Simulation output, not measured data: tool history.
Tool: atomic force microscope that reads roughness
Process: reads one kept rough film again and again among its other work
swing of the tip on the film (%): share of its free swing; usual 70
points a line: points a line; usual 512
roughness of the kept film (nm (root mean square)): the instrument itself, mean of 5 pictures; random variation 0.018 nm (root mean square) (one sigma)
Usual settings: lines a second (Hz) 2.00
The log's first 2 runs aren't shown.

run   hour  lines a second (Hz)  swing of the tip on the film (%)  points a line  roughness of the kept film (nm (root mean square))
  3   59.5                 2.00                                70            512                                               3.552
  4   99.2                 1.87                                70            512                                               3.275
     122.8  -- new tip fitted
  5  142.8                 0.68                                70            512                                               4.476
  6  184.1                 0.68                                70            512                                               4.021
  7  208.8                 0.68                                70            512                                               3.819
  8  229.9                 2.00                                70            288                                               3.366
     264.2  -- new tip fitted
  9  280.3                 2.00                                70            288                                               4.198
 10  313.7                 3.35                                70            512                                               3.631
 11  342.9                 3.35                                70            512                                               3.376
 12  363.5                 2.00                                70            512                                               3.437
 13  392.7                 2.00                                70            512                                               3.224
     406.9  -- new tip fitted
 14  418.9                 2.00                                70            512                                               4.259
 15  460.7                 2.00                                70            563                                               3.772
 16  499.6                 2.00                                70            512                                               3.446
 17  523.2                 2.00                                70            512                                               3.256
     549.8  -- new tip fitted
 18  549.8                 2.00                                70            512                                               4.469
 19  585.7                 2.00                                70            512                                               4.023
 20  630.3                 2.00                                62            527                                               3.741
 21  668.7                 2.00                                79            719                                               3.118
     692.4  -- new tip fitted
 22  716.2                 2.38                                72            640                                               3.939
 23  738.5                 2.00                                64            512                                               3.967
 24  760.6                 1.86                                59            372                                               3.847
 25  807.1                 0.51                                90            372                                               3.376
     835.9  -- new tip fitted
 26  847.8                 0.84                                87            773                                               4.279
 27  885.4                 0.84                                74            277                                               4.011

The next listed run, before its measurement:
 28  925.7                 1.27                                70            512                                                   ?

roughness of the kept film (nm (root mean square)): 3.625
Without the tool's hidden state the same run would have given roughness of the kept film (nm (root mean square)) 4.690.
